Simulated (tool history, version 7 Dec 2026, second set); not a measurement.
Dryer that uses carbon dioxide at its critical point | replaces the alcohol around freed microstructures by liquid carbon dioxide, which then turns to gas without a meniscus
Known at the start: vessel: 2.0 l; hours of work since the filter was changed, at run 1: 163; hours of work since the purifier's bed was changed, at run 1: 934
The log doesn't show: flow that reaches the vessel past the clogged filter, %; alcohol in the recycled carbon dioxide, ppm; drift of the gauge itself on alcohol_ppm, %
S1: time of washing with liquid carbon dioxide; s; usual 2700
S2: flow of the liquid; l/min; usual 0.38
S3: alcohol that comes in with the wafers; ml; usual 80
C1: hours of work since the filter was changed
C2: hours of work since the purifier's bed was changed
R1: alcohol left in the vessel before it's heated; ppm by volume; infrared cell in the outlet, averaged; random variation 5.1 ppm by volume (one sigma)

{"run": 1, "hour": 0.0, "S1": 2700, "S2": 0.38, "S3": 80, "C1": 163, "C2": 934, "R1": 201}
{"run": 2, "hour": 25.5, "S1": 2700, "S2": 0.38, "S3": 93, "C1": 178, "C2": 949, "R1": 217}
{"run": 3, "hour": 53.1, "S1": 3780, "S2": 0.38, "S3": 93, "C1": 194, "C2": 965, "R1": 143}
{"run": 4, "hour": 78.4, "S1": 3780, "S2": 0.38, "S3": 93, "C1": 209, "C2": 980, "R1": 144}
{"run": 5, "hour": 114.6, "S1": 3780, "S2": 0.463, "S3": 93, "C1": 231, "C2": 1001, "R1": 135}
{"run": 6, "hour": 160.7, "S1": 3780, "S2": 0.463, "S3": 93, "C1": 258, "C2": 1028, "R1": 131}
{"run": 7, "hour": 186.5, "S1": 3780, "S2": 0.463, "S3": 93, "C1": 273, "C2": 1043, "R1": 131}
{"run": 8, "hour": 224.0, "S1": 3780, "S2": 0.463, "S3": 93, "C1": 295, "C2": 1065, "R1": 141}
{"run": 9, "hour": 258.2, "S1": 2700, "S2": 0.38, "S3": 80, "C1": 315, "C2": 1085, "R1": 237}
{"run": 10, "hour": 278.2, "S1": 2700, "S2": 0.38, "S3": 80, "C1": 327, "C2": 1097, "R1": 248}
{"run": 11, "hour": 320.1, "S1": 2700, "S2": 0.38, "S3": 80, "C1": 351, "C2": 1122, "R1": 248}
{"hour": 337.0, "done": "inlet filter changed"}
{"run": 12, "hour": 364.5, "S1": 2700, "S2": 0.38, "S3": 80, "C1": 16, "C2": 1147, "R1": 216}
{"run": 13, "hour": 399.2, "S1": 2700, "S2": 0.392, "S3": 80, "C1": 36, "C2": 1168, "R1": 211}
{"run": 14, "hour": 425.0, "S1": 2700, "S2": 0.38, "S3": 80, "C1": 52, "C2": 1183, "R1": 229}
{"run": 15, "hour": 458.4, "S1": 2700, "S2": 0.38, "S3": 80, "C1": 71, "C2": 1202, "R1": 214}
{"run": 16, "hour": 482.5, "S1": 2700, "S2": 0.38, "S3": 80, "C1": 85, "C2": 1216, "R1": 225}
{"run": 17, "hour": 505.1, "S1": 2700, "S2": 0.38, "S3": 80, "C1": 99, "C2": 1230, "R1": 244}
{"run": 18, "hour": 529.0, "S1": 2700, "S2": 0.38, "S3": 80, "C1": 113, "C2": 1244, "R1": 247}
{"run": 19, "hour": 576.2, "S1": 1620, "S2": 0.241, "S3": 63, "C1": 140, "C2": 1271, "R1": 3130}
{"run": 20, "hour": 608.6, "S1": 1620, "S2": 0.241, "S3": 63, "C1": 159, "C2": 1290, "R1": 3165}
{"run": 21, "hour": 637.2, "S1": 4140, "S2": 0.472, "S3": 80, "C1": 176, "C2": 1307, "R1": 176}
{"run": 22, "hour": 678.2, "S1": 3060, "S2": 0.38, "S3": 120, "C1": 200, "C2": 1331, "R1": 215}
{"run": 23, "hour": 698.5, "S1": 3600, "S2": 0.38, "S3": 43, "C1": 212, "C2": 1343, "R1": 183}
{"run": 24, "hour": 729.5, "S1": 2760, "S2": 0.237, "S3": 105, "C1": 230, "C2": 1361, "R1": 1211}
{"run": 25, "hour": 770.9, "S1": 2220, "S2": 0.375, "S3": 57, "C1": 255, "C2": 1386, "R1": 376}
{"run": 26, "hour": 792.5, "S1": 2280, "S2": 0.335, "S3": 80, "C1": 267, "C2": 1398, "R1": 608}
{"run": 27, "hour": 815.7, "S1": 4200, "S2": 0.253, "S3": 40, "C1": 281, "C2": 1412, "R1": 221}
{"run": 28, "hour": 854.6, "S1": 4200, "S2": 0.253, "S3": 40, "C1": 304, "C2": 1435, "R1": 225}
{"run": 29, "hour": 892.9, "S1": 4020, "S2": 0.38, "S3": 21, "C1": 326, "C2": 1457, "R1": 206}
{"run": 30, "hour": 925.6, "S1": 4020, "S2": 0.38, "S3": 21, "C1": 345, "C2": 1477, "R1": 198}
{"hour": 950.9, "done": "inlet filter changed"}
{"hour": 968.5, "done": "purifier's bed changed"}
{"run": 31, "hour": 968.6, "S1": 2700, "S2": 0.622, "S3": 80, "C1": 9, "C2": 0, "R1": 8}
{"run": 32, "hour": 1000.3, "S1": 2700, "S2": 0.622, "S3": 80, "C1": 27, "C2": 19, "R1": 6}
{"run": 33, "hour": 1033.9, "S1": 2700, "S2": 0.555, "S3": 52, "C1": 47, "C2": 38, "R1": 7}
{"run": 34, "hour": 1076.3, "S1": 2760, "S2": 0.431, "S3": 44, "C1": 72, "C2": 63, "R1": 25}
{"run": 35, "hour": 1106.1, "S1": 2760, "S2": 0.431, "S3": 44, "C1": 89, "C2": 81, "R1": 30}
{"run": 36, "hour": 1147.3, "S1": 1620, "S2": 0.315, "S3": 105, "C1": 114, "C2": 105, "R1": 2227}

Forecast each of these 4 alternatives for the next run:
{"run": "A", "hour": 1187.5, "S1": 1620, "S2": 0.315, "S3": 39, "C1": 137, "C2": 128, "R1": "?"}
{"run": "B", "hour": 1187.5, "S1": 2280, "S2": 0.38, "S3": 23, "C1": 137, "C2": 128, "R1": "?"}
{"run": "C", "hour": 1187.5, "S1": 3600, "S2": 0.251, "S3": 84, "C1": 137, "C2": 128, "R1": "?"}
{"run": "D", "hour": 1187.5, "S1": 1980, "S2": 0.307, "S3": 53, "C1": 137, "C2": 128, "R1": "?"}

run=A R1=845
run=B R1=63
run=C R1=194
run=D R1=638
Without the tool's hidden state the same runs would have given:
run=A R1=761
run=B R1=38
run=C R1=154
run=D R1=561

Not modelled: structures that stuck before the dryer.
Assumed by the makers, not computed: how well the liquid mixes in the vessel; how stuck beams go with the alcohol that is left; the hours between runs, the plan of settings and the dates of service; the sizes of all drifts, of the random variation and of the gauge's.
